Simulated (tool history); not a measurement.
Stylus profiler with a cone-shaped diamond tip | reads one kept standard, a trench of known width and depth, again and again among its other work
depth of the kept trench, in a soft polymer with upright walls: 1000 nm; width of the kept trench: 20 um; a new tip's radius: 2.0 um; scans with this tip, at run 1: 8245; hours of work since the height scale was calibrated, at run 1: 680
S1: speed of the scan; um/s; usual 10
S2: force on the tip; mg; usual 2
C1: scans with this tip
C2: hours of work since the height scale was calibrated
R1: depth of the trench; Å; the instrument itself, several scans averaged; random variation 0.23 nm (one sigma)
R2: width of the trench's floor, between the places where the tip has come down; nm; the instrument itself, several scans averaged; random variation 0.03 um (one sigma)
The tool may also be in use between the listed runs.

{"run": 1, "day": 0.0, "S1": 10, "S2": 2, "C1": 8245, "C2": 680, "R1": 10130, "R2": 15710}
{"run": 2, "day": 2.1, "S1": 10, "S2": 2, "C1": 8554, "C2": 706, "R1": 10131.1, "R2": 15680}
{"run": 3, "day": 5.358, "S1": 10, "S2": 2, "C1": 9033, "C2": 745, "R1": 10129, "R2": 15660}
{"run": 4, "day": 8.55, "S1": 10, "S2": 2, "C1": 9504, "C2": 784, "R1": 10132.1, "R2": 15650}
{"run": 5, "day": 11.692, "S1": 10, "S2": 4.7, "C1": 9966, "C2": 822, "R1": 10213.1, "R2": 15570}
{"run": 6, "day": 14.654, "S1": 10, "S2": 0.85, "C1": 10403, "C2": 858, "R1": 10094.2, "R2": 15550}
{"run": 7, "day": 17.95, "S1": 10, "S2": 2, "C1": 10888, "C2": 898, "R1": 10140, "R2": 15570}
{"run": 8, "day": 21.262, "S1": 10, "S2": 2, "C1": 11376, "C2": 939, "R1": 10140.7, "R2": 15520}
{"run": 9, "day": 23.975, "S1": 10, "S2": 2.01, "C1": 11775, "C2": 971, "R1": 10145.7, "R2": 15470}
{"run": 10, "day": 25.912, "S1": 10, "S2": 2, "C1": 12060, "C2": 995, "R1": 10140.2, "R2": 15470}
{"run": 11, "day": 28.983, "S1": 10, "S2": 1.78, "C1": 12513, "C2": 1032, "R1": 10137.8, "R2": 15450}
{"run": 12, "day": 30.708, "S1": 10, "S2": 1.78, "C1": 12767, "C2": 1053, "R1": 10139.8, "R2": 15350}
{"run": 13, "day": 33.617, "S1": 10, "S2": 1.78, "C1": 13195, "C2": 1089, "R1": 10141.5, "R2": 15380}
{"run": 14, "day": 35.283, "S1": 10, "S2": 1.78, "C1": 13441, "C2": 1109, "R1": 10143.6, "R2": 15340}
{"run": 15, "day": 37.288, "S1": 10, "S2": 1.78, "C1": 13736, "C2": 1133, "R1": 10142.5, "R2": 15350}
{"run": 16, "day": 40.612, "S1": 10, "S2": 1.78, "C1": 14226, "C2": 1174, "R1": 10146.1, "R2": 15270}
{"run": 17, "day": 43.325, "S1": 10, "S2": 1.78, "C1": 14625, "C2": 1207, "R1": 10144, "R2": 15350}
{"run": 18, "day": 45.962, "S1": 10, "S2": 0.8, "C1": 15013, "C2": 1239, "R1": 10112.9, "R2": 15230}
{"run": 19, "day": 48.433, "S1": 10, "S2": 2, "C1": 15377, "C2": 1269, "R1": 10150.1, "R2": 15240}
{"run": 20, "day": 49.892, "S1": 10, "S2": 2, "C1": 15592, "C2": 1286, "R1": 10151.5, "R2": 15270}
{"run": 21, "day": 52.383, "S1": 10, "S2": 2, "C1": 15958, "C2": 1317, "R1": 10157.6, "R2": 15220}
{"run": 22, "day": 54.912, "S1": 2, "S2": 1.28, "C1": 16331, "C2": 1347, "R1": 10131.6, "R2": 15280}
{"run": 23, "day": 57.717, "S1": 17, "S2": 1.89, "C1": 16744, "C2": 1381, "R1": 10155.1, "R2": 15070}
{"run": 24, "day": 59.654, "S1": 10, "S2": 5.72, "C1": 17029, "C2": 1405, "R1": 10261.7, "R2": 15120}
{"run": 25, "day": 61.029, "S1": 6, "S2": 2.5, "C1": 17232, "C2": 1422, "R1": 10173.8, "R2": 15210}
{"run": 26, "day": 63.833, "S1": 20, "S2": 2.21, "C1": 17645, "C2": 1456, "R1": 10169.3, "R2": 15030}
{"run": 27, "day": 66.542, "S1": 2, "S2": 3.65, "C1": 18044, "C2": 1489, "R1": 10209.3, "R2": 15130}
{"run": 28, "day": 68.379, "S1": 5, "S2": 2.96, "C1": 18315, "C2": 1511, "R1": 10192.2, "R2": 15120}
{"run": 29, "day": 71.55, "S1": 5, "S2": 2.96, "C1": 18781, "C2": 1549, "R1": 10198.7, "R2": 15070}
{"run": 30, "day": 73.483, "S1": 5, "S2": 2.96, "C1": 19066, "C2": 1573, "R1": 10193.7, "R2": 15040}
{"run": 31, "day": 74.996, "S1": 10, "S2": 5.64, "C1": 19288, "C2": 1591, "R1": 10265.9, "R2": 15030}
{"run": 32, "day": 76.708, "S1": 17, "S2": 4.13, "C1": 19541, "C2": 1612, "R1": 10228.3, "R2": 14970}
{"run": 33, "day": 79.538, "S1": 3, "S2": 1.42, "C1": 19957, "C2": 1646, "R1": 10149.5, "R2": 15020}
{"run": 34, "day": 82.838, "S1": 7, "S2": 1.1, "C1": 20443, "C2": 1687, "R1": 10137.9, "R2": 14960}
{"run": 35, "day": 84.971, "S1": 7, "S2": 4.05, "C1": 20757, "C2": 1713, "R1": 10232.2, "R2": 14920}
{"run": 36, "day": 87.167, "S1": 7, "S2": 4.05, "C1": 21081, "C2": 1739, "R1": 10234.1, "R2": 14920}
{"run": 37, "day": 88.542, "S1": 7, "S2": 4.05, "C1": 21283, "C2": 1756, "R1": 10233.5, "R2": 14930}
{"run": 38, "day": 90.979, "S1": 13, "S2": 5.41, "C1": 21643, "C2": 1786, "R1": 10269.2, "R2": 14870}
{"run": 39, "day": 93.546, "S1": 2, "S2": 2, "C1": 22020, "C2": 1817, "R1": 10182.1, "R2": 14940}

The same runs without the tool's hidden state, with the same run-to-run variation:
The hidden state here: radius of the tip, um; height scale over the true one, %; drift of the gauge itself on depth_nm, %; drift of the gauge itself on floor_um, %.
run=1 R1=10097.1 R2=16460
run=2 R1=10097.1 R2=16450
run=3 R1=10093.2 R2=16470
run=4 R1=10094.6 R2=16490
run=5 R1=10173.6 R2=16440
run=6 R1=10053.5 R2=16450
run=7 R1=10097.3 R2=16500
run=8 R1=10096.5 R2=16480
run=9 R1=10100 R2=16450
run=10 R1=10093.5 R2=16480
run=11 R1=10089.6 R2=16490
run=12 R1=10090.8 R2=16400
run=13 R1=10091 R2=16460
run=14 R1=10092.4 R2=16440
run=15 R1=10090.3 R2=16470
run=16 R1=10092.1 R2=16420
run=17 R1=10088.6 R2=16530
run=18 R1=10056.1 R2=16430
run=19 R1=10091.5 R2=16460
run=20 R1=10092.2 R2=16510
run=21 R1=10097 R2=16480
run=22 R1=10069.7 R2=16570
run=23 R1=10091.7 R2=16390
run=24 R1=10196.6 R2=16450
run=25 R1=10108.5 R2=16550
run=26 R1=10102.6 R2=16400
run=27 R1=10140.8 R2=16530
run=28 R1=10122.9 R2=16530
run=29 R1=10127.6 R2=16500
run=30 R1=10121.5 R2=16490
run=31 R1=10192.5 R2=16500
run=32 R1=10154.4 R2=16450
run=33 R1=10074.6 R2=16520
run=34 R1=10061.3 R2=16490
run=35 R1=10153.7 R2=16480
run=36 R1=10154.3 R2=16490
run=37 R1=10153.1 R2=16510
run=38 R1=10187.2 R2=16480
run=39 R1=10099.4 R2=16560
